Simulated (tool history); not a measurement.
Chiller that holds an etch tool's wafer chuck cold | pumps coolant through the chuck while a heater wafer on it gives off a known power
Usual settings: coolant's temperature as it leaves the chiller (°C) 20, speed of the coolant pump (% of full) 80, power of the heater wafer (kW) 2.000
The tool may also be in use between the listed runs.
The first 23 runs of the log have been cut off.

| run | hour | coolant's temperature as it leaves the chiller (°C) | speed of the coolant pump (% of full) | power of the heater wafer (kW) | chuck's temperature once it has settled (°C) | how much warmer the coolant comes back (C) |
|---|---|---|---|---|---|---|
| 24 | 2050.6 | 11 | 66 | 2.867 | 35.6 | 8.15 |
|  | 2076.5 | chiller's thermometer calibrated |
| 25 | 2114.6 | 11 | 66 | 2.867 | 35.7 | 8.14 |
| 26 | 2176.5 | 11 | 66 | 2.867 | 35.8 | 8.16 |
| 27 | 2248.1 | 11 | 66 | 2.723 | 34.4 | 7.74 |
| 28 | 2369.8 | 20 | 82 | 2.000 | 34.6 | 4.45 |
| 29 | 2481.2 | 15 | 98 | 2.000 | 28.0 | 3.62 |
| 30 | 2553.2 | 18 | 93 | 1.575 | 28.6 | 2.96 |
| 31 | 2642.6 | 18 | 69 | 1.575 | 31.0 | 4.05 |
| 32 | 2729.8 | 18 | 90 | 2.864 | 37.5 | 5.81 |

What if the next run were any one of these 3? Each begins from the tool's condition after run 32:
| A | 2813.0 | 26 | 74 | 2.804 | ? | ? |
| B | 2813.0 | 23 | 90 | 1.457 | ? | ? |
| C | 2813.0 | 20 | 80 | 2.989 | ? | ? |

| run | chuck's temperature once it has settled (°C) | how much warmer the coolant comes back (C) |
|---|---|---|
| A | 48.1 | 7.03 |
| B | 32.8 | 2.77 |
| C | 42.0 | 6.83 |
The same runs, with their run-to-run variation unchanged, on a tool lacking any hidden condition would have given:
| run | chuck's temperature once it has settled (°C) | how much warmer the coolant comes back (C) |
|---|---|---|
| A | 48.1 | 7.40 |
| B | 32.8 | 3.14 |
| C | 42.0 | 7.20 |

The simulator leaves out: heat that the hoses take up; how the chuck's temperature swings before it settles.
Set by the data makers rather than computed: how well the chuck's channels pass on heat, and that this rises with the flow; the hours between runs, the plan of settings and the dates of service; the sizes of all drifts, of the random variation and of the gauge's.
